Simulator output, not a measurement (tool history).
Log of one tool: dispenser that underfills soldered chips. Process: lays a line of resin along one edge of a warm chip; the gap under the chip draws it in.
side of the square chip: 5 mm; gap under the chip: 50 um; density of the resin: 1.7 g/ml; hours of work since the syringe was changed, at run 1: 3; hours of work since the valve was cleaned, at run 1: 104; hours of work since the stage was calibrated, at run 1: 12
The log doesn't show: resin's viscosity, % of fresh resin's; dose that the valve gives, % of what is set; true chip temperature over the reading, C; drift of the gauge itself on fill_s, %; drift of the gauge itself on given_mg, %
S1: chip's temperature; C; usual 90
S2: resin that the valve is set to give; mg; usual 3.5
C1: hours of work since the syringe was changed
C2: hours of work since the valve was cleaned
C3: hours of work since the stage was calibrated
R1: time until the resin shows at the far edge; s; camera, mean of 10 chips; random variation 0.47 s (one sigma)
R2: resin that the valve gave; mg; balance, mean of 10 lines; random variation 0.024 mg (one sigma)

run	hour	S1	S2	C1	C2	C3	R1	R2
1	0	90	3.5	3	104	12	39.9	3.16
2	5.4	90	3.5	6	107	15	43.9	3.2
3	9.8	82	3.5	9	110	18	67.1	3.14
# hour 15: new syringe of resin
4	15	90	3.5	0	113	21	35.7	3.14
5	18.6	90	3.55	2	115	23	38.2	3.18
6	22	90	3.55	4	117	25	40.8	3.19
# hour 28.3: dispensing valve cleaned and set on the balance
7	28.9	90	3.55	8	0	29	46.5	3.57
8	32.6	90	3.55	11	3	31	49.8	3.53
# hour 35.4: new syringe of resin
9	38.7	78	3.5	2	6	35	63.5	3.54
10	42.9	79	3.5	5	9	38	66.2	3.5
11	49.7	79	3.5	9	13	42	74.5	3.52
# hour 54.9: new syringe of resin
12	55.8	79	3.5	1	17	46	58.9	3.44
13	62.1	79	3.5	5	21	50	66.3	3.46
14	68.4	79	3.5	9	25	54	77.8	3.43
# hour 74: new syringe of resin
15	74.8	90	3.5	0	29	57	35.6	3.41
16	79.5	90	3.5	3	32	60	39.2	3.41
17	85.7	90	3.5	7	36	64	43.1	3.41
18	92.2	90	3.5	12	40	68	50.7	3.41
# hour 93.1: new syringe of resin
19	98.3	87	3.36	3	43	72	44.4	3.25
20	103.7	87	3.36	7	47	75	48.7	3.21
21	107.1	89	3.59	9	49	78	48.2	3.4
# hour 112.6: new syringe of resin
22	114	84	3.53	1	53	82	47.2	3.4
23	118.1	100	3.97	3	56	84	27.3	3.81
24	121.8	100	3.97	6	58	87	27.8	3.75
25	126.9	79	3.97	9	61	90	73.9	3.79
26	129.8	79	3.97	11	63	92	80.3	3.79
# hour 132: new syringe of resin
27	134.6	79	3.97	2	66	95	57.2	3.75
28	140.9	79	3.97	6	70	99	67	3.74
29	146.9	94	4.27	9	74	102	39.3	4.01
# hour 151.3: new syringe of resin
30	153.9	98	3.97	2	78	106	26.5	3.73
31	159.2	95	3.57	5	81	110	34.4	3.35
32	163.8	79	3.67	8	84	113	72.6	3.46
# hour 170.5: new syringe of resin
33	170.5	76	4.25	0	88	117	61.7	3.98
34	177.2	78	4.27	4	92	121	64.6	3.92
35	182.3	97	3.08	7	96	124	34.4	2.84

Hidden state or all else? Some run-to-run changes of R1, split into what the settings, what came in and random variation would give without the hidden state, and what is left for the hidden state (with any gauge scatter that isn't in both results):
Run 14 -> 15: S1 79 -> 90, new syringe of resin. R1 -42.2 s: hidden state -20, all else -22.2.
Run 24 -> 25: S1 100 -> 79. R1 +46.1 s: hidden state +13.1, all else +33.
Run 26 -> 27: new syringe of resin. R1 -23.1 s: hidden state -20.7, all else -2.4.
Run 31 -> 32: S1 95 -> 79, S2 3.57 -> 3.67. R1 +38.2 s: hidden state +10.9, all else +27.3.
Run 32 -> 33: S1 79 -> 76, S2 3.67 -> 4.25, new syringe of resin. R1 -10.9 s: hidden state -18.3, all else +7.4.
